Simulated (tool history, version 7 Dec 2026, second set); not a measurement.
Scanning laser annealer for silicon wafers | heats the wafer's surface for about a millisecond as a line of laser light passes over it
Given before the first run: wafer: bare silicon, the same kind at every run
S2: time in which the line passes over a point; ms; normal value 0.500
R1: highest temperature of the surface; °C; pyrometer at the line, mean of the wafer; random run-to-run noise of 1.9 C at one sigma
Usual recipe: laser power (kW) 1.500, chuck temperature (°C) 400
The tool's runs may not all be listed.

run 1 hour=0.0 | laser_power_(kW)=1.500 S2=0.500 chuck_temperature_(°C)=400 | R1=1089
run 2 hour=5.9 | laser_power_(kW)=1.500 S2=0.500 chuck_temperature_(°C)=370 | R1=1060
run 3 hour=19.3 | laser_power_(kW)=1.500 S2=0.500 chuck_temperature_(°C)=370 | R1=1058
run 4 hour=31.7 | laser_power_(kW)=1.500 S2=0.500 chuck_temperature_(°C)=407 | R1=1095
run 5 hour=39.5 | laser_power_(kW)=1.280 S2=0.500 chuck_temperature_(°C)=407 | R1=986
run 6 hour=46.7 | laser_power_(kW)=1.280 S2=0.500 chuck_temperature_(°C)=407 | R1=990
run 7 hour=55.5 | laser_power_(kW)=1.280 S2=0.500 chuck_temperature_(°C)=407 | R1=987
run 8 hour=67.3 | laser_power_(kW)=1.292 S2=0.500 chuck_temperature_(°C)=400 | R1=987
run 9 hour=74.2 | laser_power_(kW)=1.292 S2=0.500 chuck_temperature_(°C)=400 | R1=983
run 10 hour=84.9 | laser_power_(kW)=1.500 S2=0.500 chuck_temperature_(°C)=400 | R1=1084
run 11 hour=91.3 | laser_power_(kW)=1.500 S2=0.500 chuck_temperature_(°C)=400 | R1=1083
run 12 hour=101.5 | laser_power_(kW)=1.500 S2=0.500 chuck_temperature_(°C)=400 | R1=1083
run 13 hour=112.6 | laser_power_(kW)=1.536 S2=0.500 chuck_temperature_(°C)=400 | R1=1099
run 14 hour=123.0 | laser_power_(kW)=1.536 S2=0.500 chuck_temperature_(°C)=400 | R1=1101
-- hour=136.7 optics aligned, line set to its width
run 15 hour=137.4 | laser_power_(kW)=1.371 S2=0.395 chuck_temperature_(°C)=400 | R1=958
run 16 hour=149.6 | laser_power_(kW)=1.371 S2=0.395 chuck_temperature_(°C)=400 | R1=960
run 17 hour=159.0 | laser_power_(kW)=1.646 S2=0.536 chuck_temperature_(°C)=400 | R1=1198
run 18 hour=166.8 | laser_power_(kW)=1.501 S2=0.480 chuck_temperature_(°C)=400 | R1=1081
run 19 hour=179.5 | laser_power_(kW)=1.582 S2=0.544 chuck_temperature_(°C)=424 | R1=1193
run 20 hour=187.9 | laser_power_(kW)=1.582 S2=0.544 chuck_temperature_(°C)=424 | R1=1191
run 21 hour=193.5 | laser_power_(kW)=1.452 S2=0.501 chuck_temperature_(°C)=395 | R1=1067
run 22 hour=201.5 | laser_power_(kW)=1.500 S2=0.572 chuck_temperature_(°C)=362 | R1=1103
run 23 hour=210.0 | laser_power_(kW)=1.500 S2=0.486 chuck_temperature_(°C)=430 | R1=1112

Below are 5 alternative next runs, each starting from the tool's condition after run 23. Predict each:
run A hour=222.2 | laser_power_(kW)=1.500 S2=0.499 chuck_temperature_(°C)=413 | R1=?
run B hour=222.2 | laser_power_(kW)=1.500 S2=0.415 chuck_temperature_(°C)=400 | R1=?
run C hour=222.2 | laser_power_(kW)=1.346 S2=0.486 chuck_temperature_(°C)=430 | R1=?
run D hour=222.2 | laser_power_(kW)=1.578 S2=0.486 chuck_temperature_(°C)=430 | R1=?
run E hour=222.2 | laser_power_(kW)=1.525 S2=0.418 chuck_temperature_(°C)=365 | R1=?

run=A R1=1107
run=B R1=1027
run=C R1=1039
run=D R1=1150
run=E R1=1003
What these runs would have given with no unlogged condition in the tool:
run=A R1=1121
run=B R1=1039
run=C R1=1051
run=D R1=1165
run=E R1=1016
